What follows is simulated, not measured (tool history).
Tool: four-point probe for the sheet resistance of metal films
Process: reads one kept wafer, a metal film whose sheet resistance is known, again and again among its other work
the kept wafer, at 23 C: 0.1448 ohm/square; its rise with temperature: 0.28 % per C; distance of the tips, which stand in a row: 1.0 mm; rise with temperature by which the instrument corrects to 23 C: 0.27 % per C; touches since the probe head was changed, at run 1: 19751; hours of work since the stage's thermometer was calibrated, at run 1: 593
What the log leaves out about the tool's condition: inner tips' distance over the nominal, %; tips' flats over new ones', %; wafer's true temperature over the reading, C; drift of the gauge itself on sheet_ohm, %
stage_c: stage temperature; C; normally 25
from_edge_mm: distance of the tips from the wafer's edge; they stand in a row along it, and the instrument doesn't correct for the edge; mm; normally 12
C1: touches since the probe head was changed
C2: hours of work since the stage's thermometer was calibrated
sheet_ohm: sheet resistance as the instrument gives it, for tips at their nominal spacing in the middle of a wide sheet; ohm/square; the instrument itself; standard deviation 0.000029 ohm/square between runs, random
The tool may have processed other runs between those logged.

{"run": 1, "hour": 0.0, "stage_c": 25, "from_edge_mm": 12, "C1": 19751, "C2": 593, "sheet_ohm": 0.14549}
{"run": 2, "hour": 50.7, "stage_c": 25, "from_edge_mm": 12, "C1": 21787, "C2": 620, "sheet_ohm": 0.145475}
{"run": 3, "hour": 95.6, "stage_c": 25, "from_edge_mm": 12, "C1": 23592, "C2": 643, "sheet_ohm": 0.145524}
{"run": 4, "hour": 119.1, "stage_c": 25, "from_edge_mm": 12, "C1": 24535, "C2": 656, "sheet_ohm": 0.145451}
{"run": 5, "hour": 150.1, "stage_c": 25, "from_edge_mm": 12, "C1": 25782, "C2": 672, "sheet_ohm": 0.145489}
{"run": 6, "hour": 195.9, "stage_c": 25, "from_edge_mm": 12, "C1": 27620, "C2": 696, "sheet_ohm": 0.145531}
{"run": 7, "hour": 222.4, "stage_c": 25, "from_edge_mm": 12, "C1": 28686, "C2": 710, "sheet_ohm": 0.145505}
{"run": 8, "hour": 262.4, "stage_c": 25, "from_edge_mm": 12, "C1": 30292, "C2": 731, "sheet_ohm": 0.145536}
{"run": 9, "hour": 295.0, "stage_c": 25, "from_edge_mm": 12, "C1": 31601, "C2": 748, "sheet_ohm": 0.14554}
{"run": 10, "hour": 318.5, "stage_c": 25, "from_edge_mm": 12, "C1": 32545, "C2": 760, "sheet_ohm": 0.145519}
{"run": 11, "hour": 344.6, "stage_c": 25, "from_edge_mm": 12, "C1": 33596, "C2": 774, "sheet_ohm": 0.145537}
{"run": 12, "hour": 380.6, "stage_c": 35, "from_edge_mm": 12, "C1": 35039, "C2": 793, "sheet_ohm": 0.145647}
{"run": 13, "hour": 414.3, "stage_c": 21, "from_edge_mm": 12, "C1": 36396, "C2": 811, "sheet_ohm": 0.145537}
{"run": 14, "hour": 463.8, "stage_c": 21, "from_edge_mm": 12, "C1": 38386, "C2": 837, "sheet_ohm": 0.145488}
{"run": 15, "hour": 508.9, "stage_c": 21, "from_edge_mm": 12, "C1": 40197, "C2": 860, "sheet_ohm": 0.145516}
{"run": 16, "hour": 561.7, "stage_c": 25, "from_edge_mm": 12, "C1": 42317, "C2": 888, "sheet_ohm": 0.14555}
{"run": 17, "hour": 606.4, "stage_c": 25, "from_edge_mm": 12, "C1": 44112, "C2": 911, "sheet_ohm": 0.145583}
{"run": 18, "hour": 635.8, "stage_c": 25, "from_edge_mm": 12, "C1": 45296, "C2": 927, "sheet_ohm": 0.145592}
{"run": 19, "hour": 667.1, "stage_c": 25, "from_edge_mm": 12, "C1": 46550, "C2": 943, "sheet_ohm": 0.145565}
{"run": 20, "hour": 703.2, "stage_c": 19, "from_edge_mm": 5, "C1": 48001, "C2": 962, "sheet_ohm": 0.147999}
{"run": 21, "hour": 752.7, "stage_c": 18, "from_edge_mm": 17, "C1": 49989, "C2": 988, "sheet_ohm": 0.145264}
{"run": 22, "hour": 793.3, "stage_c": 23, "from_edge_mm": 17, "C1": 51621, "C2": 1009, "sheet_ohm": 0.14533}

What will run 23 give?
{"hour": 798.7, "done": "stage's thermometer calibrated"}
{"run": 23, "hour": 834.0, "stage_c": 23, "from_edge_mm": 17, "C1": 53238, "C2": 19, "sheet_ohm": "?"}

{"run 23": {"sheet_ohm": 0.145406}}
With no hidden state in the tool, this same run would have given sheet_ohm 0.145089 ohm/square.
